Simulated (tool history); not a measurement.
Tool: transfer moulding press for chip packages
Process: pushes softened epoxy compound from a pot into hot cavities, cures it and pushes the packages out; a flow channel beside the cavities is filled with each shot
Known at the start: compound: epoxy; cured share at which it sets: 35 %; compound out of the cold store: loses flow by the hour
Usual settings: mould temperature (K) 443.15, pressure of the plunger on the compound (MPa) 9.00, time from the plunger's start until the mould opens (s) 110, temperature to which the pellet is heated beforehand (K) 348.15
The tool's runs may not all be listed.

run   hour  mould temperature (K)  pressure of the plunger on the compound (MPa)  time from the plunger's start until the mould opens (s)  temperature to which the pellet is heated beforehand (K)  incoming compound's hours out of the cold store  length that the compound runs in the flow channel (mm)  greatest force on the pins that push the packages out (N)
  1    0.0                 443.15                                           9.00                                                      110                                                    348.15                                             42.4                                                     659                                                        302
  2    9.3                 443.15                                           9.00                                                      129                                                    348.15                                             22.8                                                     714                                                        321
  3   21.3                 443.15                                           9.00                                                      129                                                    341.15                                             18.9                                                     719                                                        365
  4   37.8                 443.15                                           9.00                                                      129                                                    341.15                                             40.3                                                     664                                                        404
  5   48.6                 443.15                                           9.00                                                      110                                                    348.15                                             44.8                                                     642                                                        493
  6   58.3                 443.15                                           9.00                                                      110                                                    348.15                                             37.7                                                     665                                                        494
  7   74.5                 443.15                                           9.00                                                      110                                                    348.15                                             31.6                                                     687                                                        553
      81.3  -- cavities cleaned with cleaning compound and waxed
  8   90.1                 443.15                                           9.00                                                      110                                                    350.15                                             42.5                                                     652                                                        585
  9  101.2                 443.15                                           9.46                                                      115                                                    355.15                                             39.7                                                     671                                                        593
 10  110.8                 443.15                                           9.46                                                      115                                                    355.15                                             19.7                                                     740                                                        583
 11  122.9                 436.15                                           9.00                                                      110                                                    340.15                                             21.1                                                     728                                                        946
 12  137.7                 436.15                                           9.00                                                      110                                                    340.15                                             35.9                                                     685                                                        886
     142.9  -- cavities cleaned with cleaning compound and waxed, once more
 13  152.9                 448.15                                           8.40                                                      110                                                    340.15                                             37.7                                                     618                                                        315
 14  168.4                 448.15                                           8.40                                                      110                                                    340.15                                             41.6                                                     612                                                        377
 15  183.3                 448.15                                           8.40                                                       97                                                    340.15                                             15.8                                                     683                                                        477
 16  199.7                 448.15                                           7.41                                                       97                                                    341.15                                             14.5                                                     645                                                        507

Hidden state or all else? Some run-to-run changes of length that the compound runs in the flow channel (mm), split into what the settings, what came in and random variation would give without the hidden state, and what is left for the hidden state (with any gauge scatter that isn't in both results):
The hidden state here: true mould temperature over the reading, C; pressure that reaches the compound, % of what is set; grip of the stained cavities, % over clean ones'; drift of the gauge itself on flow_mm, %; drift of the gauge itself on push_out_n, %.
Run 14 -> 15: time from the plunger's start until the mould opens (s) 110 -> 97. length that the compound runs in the flow channel (mm) +71: hidden state -4, all else +75.
